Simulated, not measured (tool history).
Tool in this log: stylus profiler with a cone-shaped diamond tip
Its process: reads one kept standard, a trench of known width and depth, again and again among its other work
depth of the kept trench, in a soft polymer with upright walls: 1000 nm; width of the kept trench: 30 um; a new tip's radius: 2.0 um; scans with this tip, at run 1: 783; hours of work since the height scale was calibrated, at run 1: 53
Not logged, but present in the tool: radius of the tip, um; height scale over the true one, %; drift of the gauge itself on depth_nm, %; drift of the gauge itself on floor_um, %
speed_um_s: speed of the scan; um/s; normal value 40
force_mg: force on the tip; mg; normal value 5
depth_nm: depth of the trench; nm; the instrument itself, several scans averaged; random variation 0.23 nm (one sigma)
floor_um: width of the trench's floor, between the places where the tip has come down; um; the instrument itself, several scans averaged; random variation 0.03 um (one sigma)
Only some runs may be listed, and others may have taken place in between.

run,hour,speed_um_s,force_mg,scans with this tip,hours of work since the height scale was calibrated,depth_nm,floor_um
1,0,40,5,783,53,1025.95,26.5
2,22.3,40,4.55,1010,69,1024.58,26.5
3,37.9,40,4.55,1169,79,1024.05,26.5
4,53.3,40,5,1325,90,1025.65,26.47
5,80.5,40,5,1603,109,1025.83,26.49
6,103.9,40,5,1842,125,1025.76,26.49
7,128.4,40,5,2091,142,1025.32,26.42
8,157.7,40,5,2389,162,1025.61,26.47
9,177.4,40,5,2590,176,1025.52,26.41
10,207.8,40,5,2900,197,1025.62,26.45
11,226.2,40,5,3088,210,1025.6,26.35
12,256.6,40,5,3397,231,1025.21,26.39
13,275.7,40,5,3592,244,1025.03,26.41
14,302.1,40,1.76,3861,262,1012.24,26.29
15,333.7,40,5,4183,284,1024.6,26.34
16,352.7,22,5,4377,297,1025.01,26.33
17,381.2,22,5,4668,317,1024.67,26.34
18,394.8,22,5,4806,326,1024.82,26.33
19,419.4,99,7.92,5056,343,1034.42,26.24
20,435.2,40,4.27,5218,354,1021.87,26.29
21,458.5,12,5.75,5455,370,1027.11,26.29
22,488.9,11,5.44,5765,391,1026.16,26.36
23,517.7,11,5.44,6059,411,1026.15,26.33
24,533.4,13,10.01,6219,422,1040.03,26.27
25,549.9,12,11.09,6387,434,1042.85,26.24
26,567.8,12,11.09,6569,446,1042.82,26.25
27,582.5,108,3.8,6719,456,1020.23,26.04
28,599.1,108,3.8,6888,468,1019.87,26.06
29,612,108,3.8,7020,477,1020.26,26.09
30,624.9,82,6.12,7151,486,1028.13,26.1
31,641.7,82,6.12,7323,497,1028.1,26.13
32,671.1,40,2.03,7622,518,1012.47,26.16
33,701.2,18,3.53,7928,538,1018.88,26.23
34,716.5,36,10.67,8085,549,1041.52,26.18

Had the tool no unlogged condition, and each run kept its random variation, what would the results have been?
run,depth_nm,floor_um
1,1026.07,26.46
2,1024.74,26.47
3,1024.24,26.48
4,1025.88,26.46
5,1026.11,26.49
6,1026.09,26.51
7,1025.7,26.45
8,1026.05,26.51
9,1026,26.46
10,1026.17,26.51
11,1026.19,26.42
12,1025.86,26.48
13,1025.72,26.51
14,1012.97,26.4
15,1025.4,26.47
16,1025.85,26.47
17,1025.57,26.49
18,1025.75,26.49
19,1035.41,26.41
20,1022.87,26.47
21,1028.16,26.48
22,1027.29,26.56
23,1027.34,26.55
24,1041.26,26.5
25,1044.11,26.47
26,1044.12,26.49
27,1021.54,26.29
28,1021.21,26.32
29,1021.63,26.35
30,1029.54,26.37
31,1029.54,26.41
32,1013.95,26.45
33,1020.44,26.53
34,1043.14,26.49
